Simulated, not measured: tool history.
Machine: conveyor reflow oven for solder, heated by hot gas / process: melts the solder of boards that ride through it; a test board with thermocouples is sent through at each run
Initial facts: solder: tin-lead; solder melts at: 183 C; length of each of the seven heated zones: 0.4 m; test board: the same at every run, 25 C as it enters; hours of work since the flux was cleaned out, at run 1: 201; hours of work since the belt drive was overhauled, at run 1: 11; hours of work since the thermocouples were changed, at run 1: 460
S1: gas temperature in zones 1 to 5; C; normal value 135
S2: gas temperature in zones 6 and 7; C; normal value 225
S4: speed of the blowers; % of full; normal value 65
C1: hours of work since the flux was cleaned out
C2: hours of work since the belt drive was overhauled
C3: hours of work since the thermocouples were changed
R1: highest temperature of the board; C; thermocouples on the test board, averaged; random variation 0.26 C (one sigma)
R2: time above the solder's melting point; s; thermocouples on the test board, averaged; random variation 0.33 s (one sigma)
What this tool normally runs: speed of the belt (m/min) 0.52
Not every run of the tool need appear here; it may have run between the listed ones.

{"run": 1, "hour": 0.0, "S1": 135, "S2": 225, "speed of the belt (m/min)": 0.52, "S4": 65, "C1": 201, "C2": 11, "C3": 460, "R1": 210.7, "R2": 62.1}
{"run": 2, "hour": 9.5, "S1": 135, "S2": 225, "speed of the belt (m/min)": 0.52, "S4": 65, "C1": 206, "C2": 15, "C3": 464, "R1": 210.7, "R2": 62}
{"run": 3, "hour": 17.6, "S1": 135, "S2": 225, "speed of the belt (m/min)": 0.517, "S4": 65, "C1": 210, "C2": 20, "C3": 469, "R1": 210.9, "R2": 63.2}
{"run": 4, "hour": 24.4, "S1": 135, "S2": 225, "speed of the belt (m/min)": 0.517, "S4": 65, "C1": 214, "C2": 23, "C3": 472, "R1": 210.5, "R2": 62.6}
{"run": 5, "hour": 33.3, "S1": 135, "S2": 225, "speed of the belt (m/min)": 0.517, "S4": 65, "C1": 218, "C2": 28, "C3": 477, "R1": 210.1, "R2": 62.2}
{"run": 6, "hour": 41.8, "S1": 150, "S2": 225, "speed of the belt (m/min)": 0.52, "S4": 65, "C1": 223, "C2": 32, "C3": 481, "R1": 212.6, "R2": 71.5}
{"run": 7, "hour": 53.3, "S1": 139, "S2": 225, "speed of the belt (m/min)": 0.52, "S4": 65, "C1": 228, "C2": 38, "C3": 487, "R1": 211, "R2": 64.3}
{"run": 8, "hour": 66.1, "S1": 135, "S2": 225, "speed of the belt (m/min)": 0.52, "S4": 65, "C1": 235, "C2": 45, "C3": 494, "R1": 210.6, "R2": 61.7}
{"run": 9, "hour": 75.9, "S1": 135, "S2": 225, "speed of the belt (m/min)": 0.521, "S4": 65, "C1": 240, "C2": 50, "C3": 499, "R1": 210.2, "R2": 61.5}
{"run": 10, "hour": 84.3, "S1": 135, "S2": 225, "speed of the belt (m/min)": 0.521, "S4": 65, "C1": 245, "C2": 54, "C3": 503, "R1": 210.2, "R2": 61.6}
{"run": 11, "hour": 91.4, "S1": 135, "S2": 225, "speed of the belt (m/min)": 0.521, "S4": 65, "C1": 248, "C2": 58, "C3": 507, "R1": 210.1, "R2": 61.2}
{"run": 12, "hour": 101.8, "S1": 135, "S2": 225, "speed of the belt (m/min)": 0.521, "S4": 65, "C1": 254, "C2": 63, "C3": 512, "R1": 210.1, "R2": 61.6}
{"run": 13, "hour": 113.6, "S1": 135, "S2": 225, "speed of the belt (m/min)": 0.521, "S4": 65, "C1": 260, "C2": 69, "C3": 518, "R1": 209.9, "R2": 60.9}
{"run": 14, "hour": 125.3, "S1": 123, "S2": 225, "speed of the belt (m/min)": 0.52, "S4": 65, "C1": 266, "C2": 75, "C3": 524, "R1": 208.1, "R2": 54.7}
{"run": 15, "hour": 138.2, "S1": 123, "S2": 225, "speed of the belt (m/min)": 0.52, "S4": 65, "C1": 272, "C2": 82, "C3": 531, "R1": 208, "R2": 54.2}
{"run": 16, "hour": 144.2, "S1": 123, "S2": 225, "speed of the belt (m/min)": 0.52, "S4": 65, "C1": 276, "C2": 85, "C3": 534, "R1": 207.7, "R2": 54.1}
{"run": 17, "hour": 152.6, "S1": 127, "S2": 225, "speed of the belt (m/min)": 0.555, "S4": 65, "C1": 280, "C2": 90, "C3": 539, "R1": 205.9, "R2": 49.7}
{"run": 18, "hour": 162.4, "S1": 127, "S2": 225, "speed of the belt (m/min)": 0.555, "S4": 65, "C1": 285, "C2": 95, "C3": 544, "R1": 206.4, "R2": 49.9}
{"run": 19, "hour": 174.5, "S1": 147, "S2": 225, "speed of the belt (m/min)": 0.52, "S4": 65, "C1": 291, "C2": 101, "C3": 550, "R1": 211.6, "R2": 69.5}
{"run": 20, "hour": 185.6, "S1": 129, "S2": 235, "speed of the belt (m/min)": 0.592, "S4": 57, "C1": 297, "C2": 107, "C3": 556, "R1": 211.5, "R2": 51.8}
{"run": 21, "hour": 192.3, "S1": 129, "S2": 235, "speed of the belt (m/min)": 0.592, "S4": 57, "C1": 300, "C2": 110, "C3": 559, "R1": 211.3, "R2": 51.5}
{"run": 22, "hour": 198.5, "S1": 129, "S2": 235, "speed of the belt (m/min)": 0.592, "S4": 57, "C1": 304, "C2": 113, "C3": 562, "R1": 211.7, "R2": 51.5}
{"run": 23, "hour": 206.8, "S1": 129, "S2": 235, "speed of the belt (m/min)": 0.592, "S4": 57, "C1": 308, "C2": 118, "C3": 567, "R1": 211.6, "R2": 51.6}
{"run": 24, "hour": 215.9, "S1": 129, "S2": 235, "speed of the belt (m/min)": 0.592, "S4": 57, "C1": 313, "C2": 122, "C3": 571, "R1": 211.8, "R2": 51.2}
{"run": 25, "hour": 225.0, "S1": 135, "S2": 224, "speed of the belt (m/min)": 0.52, "S4": 62, "C1": 317, "C2": 127, "C3": 576, "R1": 208.7, "R2": 59.2}
{"run": 26, "hour": 236.2, "S1": 144, "S2": 224, "speed of the belt (m/min)": 0.52, "S4": 62, "C1": 323, "C2": 133, "C3": 582, "R1": 209.7, "R2": 64.4}
{"run": 27, "hour": 246.5, "S1": 124, "S2": 230, "speed of the belt (m/min)": 0.52, "S4": 62, "C1": 328, "C2": 138, "C3": 587, "R1": 211.2, "R2": 58.5}
{"run": 28, "hour": 252.6, "S1": 120, "S2": 230, "speed of the belt (m/min)": 0.52, "S4": 62, "C1": 332, "C2": 141, "C3": 590, "R1": 210.4, "R2": 56.6}
{"run": 29, "hour": 260.6, "S1": 120, "S2": 230, "speed of the belt (m/min)": 0.52, "S4": 62, "C1": 336, "C2": 145, "C3": 594, "R1": 210.5, "R2": 55.9}
{"run": 30, "hour": 270.0, "S1": 135, "S2": 225, "speed of the belt (m/min)": 0.52, "S4": 65, "C1": 341, "C2": 150, "C3": 599, "R1": 209.1, "R2": 60.4}

Each row is a separate what-if for the run after 30, all from the same tool condition, not one after another. Results?
{"run": "A", "hour": 281.0, "S1": 148, "S2": 236, "speed of the belt (m/min)": 0.548, "S4": 65, "C1": 346, "C2": 156, "C3": 605, "R1": "?", "R2": "?"}
{"run": "B", "hour": 281.0, "S1": 121, "S2": 239, "speed of the belt (m/min)": 0.569, "S4": 65, "C1": 346, "C2": 156, "C3": 605, "R1": "?", "R2": "?"}
{"run": "C", "hour": 281.0, "S1": 123, "S2": 225, "speed of the belt (m/min)": 0.52, "S4": 55, "C1": 346, "C2": 156, "C3": 605, "R1": "?", "R2": "?"}
{"run": "D", "hour": 281.0, "S1": 121, "S2": 229, "speed of the belt (m/min)": 0.52, "S4": 76, "C1": 346, "C2": 156, "C3": 605, "R1": "?", "R2": "?"}
{"run": "E", "hour": 281.0, "S1": 135, "S2": 225, "speed of the belt (m/min)": 0.546, "S4": 65, "C1": 346, "C2": 156, "C3": 605, "R1": "?", "R2": "?"}

run=A R1=219.5 R2=72.4
run=B R1=216 R2=56
run=C R1=205.3 R2=50.3
run=D R1=211.7 R2=58.4
run=E R1=208.2 R2=55.3
Had the tool no hidden state, the same runs would have come out as:
run=A R1=223.2 R2=75.3
run=B R1=220.5 R2=60.4
run=C R1=209.2 R2=55.9
run=D R1=215.9 R2=63.5
run=E R1=212 R2=60.2
